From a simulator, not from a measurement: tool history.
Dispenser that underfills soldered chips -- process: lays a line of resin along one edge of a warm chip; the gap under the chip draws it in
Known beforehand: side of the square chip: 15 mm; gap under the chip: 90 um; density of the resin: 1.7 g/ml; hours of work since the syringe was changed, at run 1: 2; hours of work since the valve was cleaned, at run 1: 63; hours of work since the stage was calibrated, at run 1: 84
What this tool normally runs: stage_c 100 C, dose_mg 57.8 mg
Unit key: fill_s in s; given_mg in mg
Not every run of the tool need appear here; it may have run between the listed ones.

| run | hour | stage_c | dose_mg | hours of work since the syringe was changed | hours of work since the valve was cleaned | hours of work since the stage was calibrated | fill_s | given_mg |
|---|---|---|---|---|---|---|---|---|
| 1 | 0 | 100 | 57.8 | 2 | 63 | 84 | 119.6 | 56.45 |
| 2 | 4.4 | 100 | 57.8 | 5 | 66 | 87 | 134.9 | 56.55 |
|  | 6.9 | new syringe of resin |
| 3 | 13.7 | 100 | 57.8 | 5 | 73 | 93 | 140 | 56.64 |
|  | 16.7 | new syringe of resin |
| 4 | 20.3 | 100 | 57.8 | 3 | 77 | 98 | 127.4 | 56.56 |
| 5 | 24.4 | 87 | 57.8 | 5 | 80 | 101 | 245.1 | 56.2 |
|  | 26.2 | new syringe of resin |
| 6 | 30.2 | 87 | 57.8 | 3 | 84 | 105 | 219.8 | 56.21 |
| 7 | 34.1 | 87 | 57.8 | 6 | 87 | 107 | 249 | 56.49 |
|  | 35.6 | new syringe of resin |
| 8 | 41.6 | 103 | 57.8 | 4 | 92 | 112 | 122.2 | 56.32 |
|  | 45.1 | new syringe of resin |
| 9 | 46.7 | 103 | 57.8 | 1 | 95 | 116 | 108.5 | 56.05 |
|  | 54.2 | new syringe of resin |
| 10 | 54.4 | 103 | 57.8 | 0 | 100 | 121 | 101 | 55.88 |
| 11 | 58.7 | 103 | 57.8 | 3 | 103 | 124 | 114.3 | 55.65 |
|  | 63.2 | new syringe of resin |
| 12 | 67.3 | 103 | 57.8 | 3 | 109 | 130 | 111.8 | 55.97 |
|  | 72.4 | new syringe of resin |
| 13 | 72.4 | 103 | 57.8 | 0 | 113 | 133 | 103.4 | 55.96 |
| 14 | 78.6 | 100 | 57.8 | 4 | 117 | 138 | 138.4 | 55.59 |
|  | 81.8 | new syringe of resin |
| 15 | 84.7 | 100 | 57.8 | 2 | 121 | 142 | 127.4 | 55.38 |
|  | 91 | new syringe of resin |
| 16 | 91 | 100 | 57.8 | 0 | 125 | 146 | 117.2 | 55.29 |
| 17 | 95.4 | 100 | 57.8 | 3 | 128 | 149 | 135.8 | 55.34 |
| 18 | 99.7 | 110 | 57.8 | 6 | 131 | 152 | 101.5 | 55.49 |
|  | 100.4 | new syringe of resin |
| 19 | 105.9 | 94 | 57.8 | 4 | 136 | 156 | 178.9 | 55.11 |
|  | 107.4 | dispensing valve cleaned and set on the balance |
|  | 110.9 | new syringe of resin |
| 20 | 114.5 | 89 | 69.4 | 3 | 5 | 162 | 201.6 | 69.38 |
|  | 120.5 | new syringe of resin |
| 21 | 123.5 | 95 | 71.1 | 2 | 11 | 168 | 156.8 | 70.85 |
|  | 130 | new syringe of resin |
| 22 | 131.3 | 95 | 71.1 | 1 | 16 | 173 | 147.1 | 70.55 |
|  | 139.5 | new syringe of resin |
| 23 | 139.7 | 88 | 56.4 | 0 | 22 | 179 | 201.1 | 55.84 |
|  | 148.5 | new syringe of resin |
| 24 | 148.5 | 103 | 54.6 | 0 | 28 | 185 | 103.6 | 54.06 |
| 25 | 154.9 | 100 | 54.3 | 4 | 32 | 189 | 136.1 | 53.9 |
|  | 157.6 | new syringe of resin |
| 26 | 163.2 | 100 | 73 | 4 | 38 | 195 | 134.2 | 71.98 |
|  | 166.7 | new syringe of resin |
| 27 | 172.3 | 102 | 52.3 | 4 | 44 | 201 | 127 | 51.34 |
|  | 176.1 | new syringe of resin |
| 28 | 179.1 | 100 | 51.8 | 2 | 49 | 206 | 128.9 | 50.92 |
| 29 | 183.3 | 110 | 50.7 | 5 | 52 | 209 | 96.2 | 49.84 |
|  | 185.7 | new syringe of resin |
| 30 | 191.8 | 110 | 50.7 | 4 | 58 | 215 | 94.9 | 49.63 |
|  | 194.7 | new syringe of resin |
| 31 | 199.5 | 100 | 57.7 | 3 | 63 | 220 | 136 | 56.6 |
| 32 | 203.2 | 110 | 50.7 | 6 | 66 | 222 | 104 | 49.69 |
|  | 204.1 | new syringe of resin |
| 33 | 208.4 | 100 | 68.7 | 3 | 69 | 226 | 128.1 | 67.01 |
|  | 213.4 | new syringe of resin |
| 34 | 215.4 | 113 | 52.8 | 1 | 74 | 231 | 77.5 | 51.55 |
| 35 | 219.7 | 113 | 52.8 | 4 | 77 | 234 | 85.6 | 51.41 |
|  | 222.5 | new syringe of resin |
| 36 | 224.1 | 112 | 54.9 | 1 | 80 | 237 | 77.2 | 53.34 |

Here are 3 independent what-if runs from the current tool condition. What would each one return?
| A | 230.7 | 114 | 66.7 | 6 | 84 | 241 | ? | ? |
| B | 230.7 | 85 | 54.9 | 6 | 84 | 241 | ? | ? |
| C | 230.7 | 106 | 57.8 | 6 | 84 | 241 | ? | ? |

| run | fill_s | given_mg |
|---|---|---|
| A | 83.6 | 64.58 |
| B | 287.7 | 53.69 |
| C | 113.4 | 56.42 |
The same runs, with their run-to-run variation unchanged, on a tool lacking any hidden condition would have given:
| run | fill_s | given_mg |
|---|---|---|
| A | 63.6 | 66.51 |
| B | 216.7 | 55.3 |
| C | 85.9 | 58.11 |

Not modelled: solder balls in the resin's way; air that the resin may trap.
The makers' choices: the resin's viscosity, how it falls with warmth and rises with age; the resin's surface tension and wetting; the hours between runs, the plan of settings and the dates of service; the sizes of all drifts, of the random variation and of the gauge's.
